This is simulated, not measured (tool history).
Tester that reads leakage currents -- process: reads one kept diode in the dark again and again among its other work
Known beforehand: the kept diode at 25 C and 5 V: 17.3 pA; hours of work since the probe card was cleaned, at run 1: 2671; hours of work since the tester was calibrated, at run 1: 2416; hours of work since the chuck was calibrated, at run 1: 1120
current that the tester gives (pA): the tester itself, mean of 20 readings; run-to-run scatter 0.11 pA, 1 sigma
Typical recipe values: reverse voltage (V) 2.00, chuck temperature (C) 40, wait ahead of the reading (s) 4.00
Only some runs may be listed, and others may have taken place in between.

run	hour	reverse voltage (V)	chuck temperature (C)	wait ahead of the reading (s)	hours of work since the probe card was cleaned	hours of work since the tester was calibrated	hours of work since the chuck was calibrated	current that the tester gives (pA)
1	0.0	2.00	40	4.00	2671	2416	1120	31.81
2	128.7	2.00	40	4.00	2774	2519	1223	31.56
# hour 187.6: chuck's temperature calibrated
3	230.6	2.00	40	4.00	2854	2599	34	35.30
4	394.2	2.00	40	9.10	2985	2729	165	34.91
5	482.8	2.00	38	9.10	3056	2800	236	30.68
6	624.2	2.00	38	9.10	3169	2913	349	30.62
7	732.0	2.00	44	9.10	3255	2999	435	44.22
8	845.3	2.00	44	9.10	3345	3090	526	44.01
9	1006.8	2.00	40	4.00	3475	3219	655	34.07
10	1134.0	2.00	40	4.00	3576	3321	757	33.59
# hour 1162.8: probe card cleaned and baked
11	1253.9	2.00	40	4.00	73	3414	850	34.68
12	1333.3	2.00	40	4.00	136	3478	913	34.24
13	1454.8	2.00	40	4.00	233	3575	1011	34.12
# hour 1527.0: probe card cleaned and baked, once more
14	1558.4	2.00	40	4.00	25	3655	1091	29.82
15	1652.1	2.00	40	3.42	100	3730	1166	29.74
# hour 1701.9: tester calibrated
16	1746.7	2.00	21	4.00	174	36	1240	7.44
# hour 1789.1: chuck's temperature calibrated
17	1921.1	2.00	21	4.68	312	174	105	8.46
18	2082.3	7.99	21	4.68	441	303	234	17.50
19	2152.4	7.99	21	4.68	497	359	290	17.64
20	2242.1	7.99	21	4.68	568	430	362	17.64
21	2323.1	18.85	40	2.96	633	495	427	97.13
22	2453.2	6.75	32	0.83	737	599	531	35.23
23	2588.4	6.75	32	0.83	845	707	639	34.94
24	2672.3	13.13	21	4.00	912	774	706	24.38
25	2800.7	1.26	21	4.00	1015	877	809	6.60
26	2971.6	1.26	21	4.00	1152	1013	945	6.65
27	3059.4	1.26	21	4.00	1222	1084	1015	6.49
28	3226.0	1.36	22	1.09	1355	1217	1149	7.41
29	3367.7	2.16	38	3.41	1468	1330	1262	27.05
# hour 3377.1: chuck's temperature calibrated
30	3499.6	2.00	45	4.00	1572	1434	98	46.60
31	3606.6	2.00	45	4.00	1658	1519	183	46.44
32	3759.6	1.22	24	0.59	1780	1642	306	9.26
33	3928.6	2.00	36	4.00	1915	1777	441	25.52
34	4084.3	2.00	36	4.00	2039	1901	565	25.20
35	4255.7	2.00	36	4.00	2176	2038	702	24.96
36	4395.1	10.22	47	0.74	2288	2150	814	117.61
37	4559.4	10.22	47	0.74	2419	2281	945	116.37
38	4687.5	10.22	47	0.74	2522	2383	1047	115.78
39	4769.1	10.22	47	0.74	2587	2449	1113	114.60

Consider 3 possible next runs. They are alternatives, not a sequence: every one starts from the tool as it was left by run 39. What does each give?
A	4899.0	2.00	40	0.30	2691	2552	1217	?
B	4899.0	1.16	46	0.30	2691	2552	1217	?
C	4899.0	15.21	47	0.74	2691	2552	1217	?

run	current that the tester gives (pA)
A	32.46
B	35.27
C	141.86
What these runs would have given with no unlogged condition in the tool:
run	current that the tester gives (pA)
A	34.05
B	38.20
C	140.26
